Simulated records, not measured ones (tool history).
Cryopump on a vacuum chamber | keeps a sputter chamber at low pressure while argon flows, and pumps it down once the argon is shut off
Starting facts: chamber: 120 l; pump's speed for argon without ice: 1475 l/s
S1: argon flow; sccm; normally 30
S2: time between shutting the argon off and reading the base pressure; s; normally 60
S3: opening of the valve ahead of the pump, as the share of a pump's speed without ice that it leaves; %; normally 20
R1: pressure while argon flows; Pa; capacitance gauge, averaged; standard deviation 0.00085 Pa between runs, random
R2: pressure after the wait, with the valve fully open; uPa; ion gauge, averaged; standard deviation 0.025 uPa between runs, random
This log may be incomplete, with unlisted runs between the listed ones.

| run | hour | S1 | S2 | S3 | R1 | R2 |
|---|---|---|---|---|---|---|
| 1 | 0.0 | 30 | 60 | 20 | 0.1736 | 1.14 |
| 2 | 29.3 | 30 | 60 | 20 | 0.1734 | 1.15 |
| 3 | 63.8 | 30 | 60 | 20 | 0.1725 | 1.12 |
| 4 | 95.8 | 30 | 60 | 53 | 0.0659 | 1.13 |
| 5 | 114.8 | 30 | 60 | 52 | 0.0680 | 1.19 |
| 6 | 140.9 | 30 | 60 | 52 | 0.0685 | 1.13 |
| 7 | 170.1 | 30 | 60 | 52 | 0.0681 | 1.17 |
| 8 | 194.6 | 30 | 60 | 20 | 0.1735 | 1.15 |
| 9 | 221.1 | 30 | 60 | 20 | 0.1760 | 1.16 |
| 10 | 255.6 | 30 | 60 | 20 | 0.1746 | 1.15 |
| 11 | 277.9 | 16 | 60 | 58 | 0.0327 | 1.12 |
| 12 | 295.0 | 30 | 183 | 41 | 0.0861 | 0.59 |
| 13 | 315.2 | 30 | 24 | 19 | 0.1832 | 2.45 |
| 14 | 334.5 | 30 | 24 | 19 | 0.1837 | 2.45 |
| 15 | 360.2 | 25 | 114 | 16 | 0.1811 | 0.77 |
| 16 | 383.7 | 41 | 33 | 29 | 0.1666 | 1.87 |
| 17 | 415.9 | 30 | 75 | 17 | 0.2057 | 1.02 |
| 18 | 446.6 | 22 | 44 | 17 | 0.1510 | 1.52 |
| 19 | 464.0 | 22 | 44 | 17 | 0.1510 | 1.46 |

Alternative continuations, all from the tool just after run 19; predict every row:
| A | 491.9 | 19 | 103 | 21 | ? | ? |
| B | 491.9 | 21 | 128 | 37 | ? | ? |
| C | 491.9 | 16 | 25 | 44 | ? | ? |
| D | 491.9 | 30 | 74 | 16 | ? | ? |

| run | R1 | R2 |
|---|---|---|
| A | 0.1062 | 0.82 |
| B | 0.0669 | 0.73 |
| C | 0.0436 | 2.37 |
| D | 0.2178 | 1.05 |
Without the tool's hidden state the same runs would have given:
| run | R1 | R2 |
|---|---|---|
| A | 0.1038 | 0.69 |
| B | 0.0643 | 0.60 |
| C | 0.0416 | 2.25 |
| D | 0.2142 | 0.92 |
